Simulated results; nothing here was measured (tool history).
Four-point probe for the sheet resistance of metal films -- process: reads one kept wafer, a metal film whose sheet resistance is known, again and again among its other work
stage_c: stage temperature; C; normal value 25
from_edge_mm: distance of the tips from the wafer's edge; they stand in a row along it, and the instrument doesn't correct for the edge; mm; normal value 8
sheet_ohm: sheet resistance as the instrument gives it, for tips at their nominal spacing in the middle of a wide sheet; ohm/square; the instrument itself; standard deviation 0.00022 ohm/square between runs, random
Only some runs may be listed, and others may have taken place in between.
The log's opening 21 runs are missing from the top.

run    hour  stage_c  from_edge_mm  sheet_ohm
 22  1331.6       25            28   1.120371
 23  1379.3       24             8   1.124456
 24  1448.4       25            50   1.120141
 25  1503.9       29            10   1.120921
 26    1584       33            19   1.117259
 27  1647.5       24            25   1.121572
 28  1712.8       20            49   1.123375
 29    1790       34             7   1.121348
 30  1845.3       34             7   1.121963
 31  1904.7       27            10   1.122249
 32  1955.9       27            10   1.122139
 33  2021.2       30             3   1.145288
 34  2076.6       25             8   1.125624
 35  2149.5       25             4   1.137132
 36  2191.9       25             4   1.136961
 37  2261.6       25             4   1.136792
 38  2335.7       19             6   1.132053
 39    2411       19             6   1.132152
 40  2447.6       24            36    1.12283
 41  2526.3       30            10   1.122199
 42  2596.4       24             5   1.132638
 43    2681       31             5   1.129556

Each row is a separate what-if for the run after 43, all from the same tool condition, not one after another. Results?
  A  2760.3       27             5          ?
  B  2760.3       22            13          ?
  C  2760.3       25            29          ?
  D  2760.3       25            23          ?

run  sheet_ohm
  A   1.131717
  B   1.125963
  C   1.123259
  D   1.123218
Take away the tool's hidden state, keep each run's random variation, and the runs would have read:
run  sheet_ohm
  A   1.120037
  B   1.114323
  C   1.111655
  D   1.111614
